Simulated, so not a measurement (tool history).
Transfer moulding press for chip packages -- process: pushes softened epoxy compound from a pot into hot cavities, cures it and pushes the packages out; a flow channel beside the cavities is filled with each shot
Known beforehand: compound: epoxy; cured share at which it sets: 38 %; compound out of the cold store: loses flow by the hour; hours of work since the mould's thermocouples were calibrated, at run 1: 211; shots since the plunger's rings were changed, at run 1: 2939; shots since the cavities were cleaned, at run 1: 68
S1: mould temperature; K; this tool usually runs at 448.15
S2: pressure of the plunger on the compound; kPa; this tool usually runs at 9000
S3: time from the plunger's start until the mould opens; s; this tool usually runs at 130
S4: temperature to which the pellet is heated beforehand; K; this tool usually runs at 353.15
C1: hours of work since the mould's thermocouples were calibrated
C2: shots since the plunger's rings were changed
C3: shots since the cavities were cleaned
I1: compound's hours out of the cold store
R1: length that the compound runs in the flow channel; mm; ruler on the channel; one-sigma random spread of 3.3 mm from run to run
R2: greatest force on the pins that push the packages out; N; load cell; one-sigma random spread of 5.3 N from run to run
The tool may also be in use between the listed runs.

run,hour,S1,S2,S3,S4,C1,C2,C3,I1,R1,R2
1,0,448.15,9000,130,353.15,211,2939,68,36.4,606,194
2,35.7,448.15,9000,130,353.15,232,3265,394,41.6,591,273
# hour 62.4: cavities cleaned with cleaning compound and waxed
3,62.4,448.15,9000,130,353.15,247,3495,0,18.9,657,168
4,113.1,448.15,9000,130,353.15,277,3958,463,13.8,672,291
# hour 132.4: cavities cleaned with cleaning compound and waxed
5,146.7,448.15,9000,130,353.15,296,4251,130,20.4,646,221
6,180.2,448.15,9000,130,358.15,316,4557,436,21.5,639,290
# hour 201.4: cavities cleaned with cleaning compound and waxed
7,204,448.15,9000,130,347.15,329,4761,24,28,611,178
8,253.9,448.15,9000,130,347.15,359,5217,480,44.3,561,291
# hour 272.1: cavities cleaned with cleaning compound and waxed
# hour 286.2: mould's thermocouples calibrated
9,298.2,448.15,9000,130,347.15,7,5589,220,31.5,590,238
# hour 337.3: plunger's sealing rings changed
# hour 344.6: cavities cleaned with cleaning compound and waxed
10,353.1,448.15,9000,130,347.15,37,131,77,11.1,722,215
11,388.9,448.15,9000,144,353.15,59,458,404,16.5,700,272
# hour 412.7: cavities cleaned with cleaning compound and waxed
12,412.7,448.15,9000,144,353.15,72,662,0,27.7,661,168
13,445.3,448.15,9000,130,353.15,91,960,298,31.9,637,250
# hour 482.6: cavities cleaned with cleaning compound and waxed
14,496.7,447.15,9000,130,353.15,121,1415,129,29.9,643,221
15,535.6,444.15,10500,134,357.15,144,1770,484,45.9,642,312
# hour 541.9: mould's thermocouples calibrated, once more
# hour 552.7: cavities cleaned with cleaning compound and waxed
16,578.1,444.15,10500,138,357.15,21,2126,231,12.5,766,281
17,603.1,448.15,8810,138,343.15,35,2355,460,12.4,691,286
# hour 623: cavities cleaned with cleaning compound and waxed
18,655.1,448.15,9000,137,353.15,65,2816,293,48,571,259
19,679.9,448.15,9000,137,353.15,80,3043,520,22.5,658,309
# hour 692.1: cavities cleaned with cleaning compound and waxed
20,713,441.15,10910,130,347.15,99,3332,192,36.6,680,329
21,740.4,445.15,9000,130,353.15,115,3581,441,15.4,681,328
# hour 763.6: cavities cleaned with cleaning compound and waxed
22,786.4,445.15,8700,148,353.15,142,3988,208,35.1,591,240
23,809.3,445.15,7380,140,353.15,155,4197,417,10.2,630,299
# hour 832.4: cavities cleaned with cleaning compound and waxed
24,854.5,455.15,9000,130,346.15,181,4596,202,21.6,618,222
25,892.3,448.15,9000,130,353.15,204,4941,547,17.2,650,304
# hour 902.9: cavities cleaned with cleaning compound and waxed
26,942.2,448.15,9000,145,345.15,232,5383,359,27.8,614,280
# hour 971.4: cavities cleaned with cleaning compound and waxed
27,982.2,448.15,7660,126,353.15,255,5735,99,42.4,513,206

For some of the steps in R1 from one run to the next: how much would appear even if the tool had no hidden state, given the settings, what came in and random variation, and how much remains for the hidden state plus any gauge scatter that the measured result and the result without hidden state don't share?
Unlogged tool condition in this case: true mould temperature over the reading, C; pressure that reaches the compound, % of what is set; grip of the stained cavities, % over clean ones'; drift of the gauge itself on flow_mm, %; drift of the gauge itself on push_out_n, %.
Run 8 -> 9: cavities cleaned with cleaning compound and waxed, mould's thermocouples calibrated. R1 +29 mm: hidden state -8, all else +37.
Run 9 -> 10: plunger's sealing rings changed, cavities cleaned with cleaning compound and waxed. R1 +132 mm: hidden state +53, all else +79.
Run 15 -> 16: S3 134 -> 138, mould's thermocouples calibrated, once more, cavities cleaned with cleaning compound and waxed. R1 +124 mm: hidden state -5, all else +129.
